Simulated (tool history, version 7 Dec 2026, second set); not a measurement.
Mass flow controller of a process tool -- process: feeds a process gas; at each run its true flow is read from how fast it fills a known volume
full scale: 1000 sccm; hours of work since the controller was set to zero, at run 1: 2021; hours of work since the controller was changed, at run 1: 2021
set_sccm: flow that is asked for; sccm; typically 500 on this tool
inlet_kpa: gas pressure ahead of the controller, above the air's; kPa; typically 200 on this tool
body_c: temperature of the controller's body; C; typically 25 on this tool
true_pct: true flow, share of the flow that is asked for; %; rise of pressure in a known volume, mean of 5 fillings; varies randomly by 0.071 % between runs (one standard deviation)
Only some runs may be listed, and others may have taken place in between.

| run | hour | set_sccm | inlet_kpa | body_c | hours of work since the controller was set to zero | hours of work since the controller was changed | true_pct |
|---|---|---|---|---|---|---|---|
| 1 | 0 | 500 | 200 | 25 | 2021 | 2021 | 99.56 |
| 2 | 293.8 | 500 | 200 | 25 | 2114 | 2114 | 99.68 |
| 3 | 857.9 | 500 | 200 | 25 | 2292 | 2292 | 99.77 |
| 4 | 1354.5 | 500 | 200 | 25 | 2449 | 2449 | 99.87 |
| 5 | 1860.1 | 500 | 200 | 25 | 2608 | 2608 | 100.04 |
| 6 | 2343.4 | 500 | 200 | 25 | 2761 | 2761 | 100.33 |
| 7 | 2623.6 | 500 | 200 | 25 | 2850 | 2850 | 100.12 |
| 8 | 3164 | 500 | 263 | 25 | 3020 | 3020 | 100.67 |
| 9 | 3463.3 | 500 | 200 | 25 | 3115 | 3115 | 100.37 |
| 10 | 4017.5 | 476 | 200 | 25 | 3290 | 3290 | 100.67 |
| 11 | 4540.8 | 476 | 208 | 39 | 3455 | 3455 | 101.51 |
| 12 | 4957.2 | 500 | 160 | 25 | 3587 | 3587 | 100.63 |
| 13 | 5269.2 | 500 | 258 | 24 | 3685 | 3685 | 101.22 |
| 14 | 5801.9 | 500 | 258 | 24 | 3854 | 3854 | 101.34 |
| 15 | 6348.7 | 500 | 198 | 22 | 4026 | 4026 | 101.06 |
| 16 | 6608.3 | 500 | 198 | 22 | 4108 | 4108 | 101.18 |
| 17 | 7126.1 | 979 | 155 | 22 | 4272 | 4272 | 101.53 |
| 18 | 7398.8 | 333 | 163 | 21 | 4358 | 4358 | 100.94 |
| 19 | 7837.9 | 333 | 163 | 21 | 4497 | 4497 | 101.16 |
| 20 | 8366.7 | 524 | 151 | 27 | 4664 | 4664 | 101.65 |

Consider 5 possible next runs. They are alternatives, not a sequence: every one starts from the tool as it was left by run 20. What does each give?
| A | 8899.9 | 552 | 216 | 38 | 4832 | 4832 | ? |
| B | 8899.9 | 747 | 200 | 25 | 4832 | 4832 | ? |
| C | 8899.9 | 454 | 196 | 27 | 4832 | 4832 | ? |
| D | 8899.9 | 407 | 245 | 36 | 4832 | 4832 | ? |
| E | 8899.9 | 524 | 160 | 29 | 4832 | 4832 | ? |

| run | true_pct |
|---|---|
| A | 102.69 |
| B | 102.1 |
| C | 101.9 |
| D | 102.72 |
| E | 101.87 |
What these runs would have given with no unlogged condition in the tool:
| run | true_pct |
|---|---|
| A | 100.3 |
| B | 99.73 |
| C | 99.52 |
| D | 100.33 |
| E | 99.5 |
